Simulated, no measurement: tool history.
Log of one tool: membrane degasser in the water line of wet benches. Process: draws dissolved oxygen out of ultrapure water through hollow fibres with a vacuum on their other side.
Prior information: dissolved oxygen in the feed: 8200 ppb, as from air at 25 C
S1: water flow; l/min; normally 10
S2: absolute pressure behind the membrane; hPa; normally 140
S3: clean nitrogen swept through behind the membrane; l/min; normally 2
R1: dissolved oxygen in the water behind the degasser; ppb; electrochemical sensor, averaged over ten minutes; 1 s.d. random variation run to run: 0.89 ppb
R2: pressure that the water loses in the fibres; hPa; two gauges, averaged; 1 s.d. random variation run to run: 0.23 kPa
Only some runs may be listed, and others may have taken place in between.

| run | hour | S1 | S2 | S3 | R1 | R2 |
|---|---|---|---|---|---|---|
| 1 | 0 | 10 | 140 | 2 | 145 | 580.3 |
| 2 | 39.9 | 10 | 140 | 2 | 144.9 | 575.6 |
| 3 | 76.8 | 10 | 140 | 1.29 | 213.7 | 580.1 |
| 4 | 125.1 | 10 | 87 | 2 | 79.4 | 579.4 |
| 5 | 179.2 | 10 | 140 | 2 | 146.3 | 579.1 |
| 6 | 207.8 | 10 | 140 | 2 | 145.7 | 580.8 |
| 7 | 236.7 | 10 | 140 | 2 | 143 | 581.7 |
| 8 | 280.3 | 10 | 140 | 5.39 | 59.9 | 583.7 |
| 9 | 323.3 | 12 | 140 | 2 | 181 | 693.2 |
| 10 | 357.8 | 10 | 140 | 2 | 146.5 | 578.4 |
| 11 | 410.1 | 10 | 140 | 2 | 145.7 | 579.1 |
|  | 415.7 | vacuum gauge calibrated |
| 12 | 459.5 | 10 | 140 | 2 | 146.4 | 581.3 |
| 13 | 510.9 | 10 | 140 | 4.57 | 70.4 | 581.9 |
| 14 | 553.7 | 10 | 140 | 4.57 | 70.2 | 576.4 |
| 15 | 608.7 | 8 | 123 | 1.25 | 153.1 | 466.9 |
| 16 | 643 | 14 | 212 | 2.04 | 338.6 | 810.8 |
| 17 | 672.2 | 14 | 148 | 1.23 | 350.7 | 813.6 |
| 18 | 711.8 | 7 | 98 | 3.23 | 40.6 | 407.9 |
|  | 719.2 | vacuum gauge calibrated, once more |
| 19 | 757.5 | 7 | 87 | 3.23 | 32.6 | 403.3 |
| 20 | 787.9 | 7 | 87 | 3.23 | 32.3 | 411.2 |
| 21 | 816.8 | 7 | 87 | 3.23 | 32.8 | 409.9 |
| 22 | 840.8 | 7 | 115 | 2.42 | 64.6 | 405.4 |
| 23 | 879.9 | 15 | 201 | 0.91 | 648.4 | 876.7 |
| 24 | 924.2 | 9 | 205 | 2 | 199.8 | 527.4 |
|  | 929.1 | seals of the vacuum lines changed |
| 25 | 976 | 13 | 140 | 2 | 195.7 | 759.7 |

Consider 5 possible next runs. They are alternatives, not a sequence: every one starts from the tool as it was left by run 25. What does each give?
| A | 1005.1 | 8 | 140 | 2 | ? | ? |
| B | 1005.1 | 13 | 94 | 1.73 | ? | ? |
| C | 1005.1 | 14 | 129 | 2 | ? | ? |
| D | 1005.1 | 7 | 140 | 2 | ? | ? |
| E | 1005.1 | 8 | 242 | 1.93 | ? | ? |

| run | R1 | R2 |
|---|---|---|
| A | 106.2 | 466.3 |
| B | 138.4 | 761.3 |
| C | 200.8 | 814.8 |
| D | 93.9 | 408.1 |
| E | 211.8 | 470.3 |
With the hidden condition removed and each run's random variation left untouched, the same runs would have given:
| run | R1 | R2 |
|---|---|---|
| A | 105.4 | 455.7 |
| B | 134.6 | 744.1 |
| C | 196 | 796.3 |
| D | 93.2 | 398.8 |
| E | 210.6 | 459.7 |
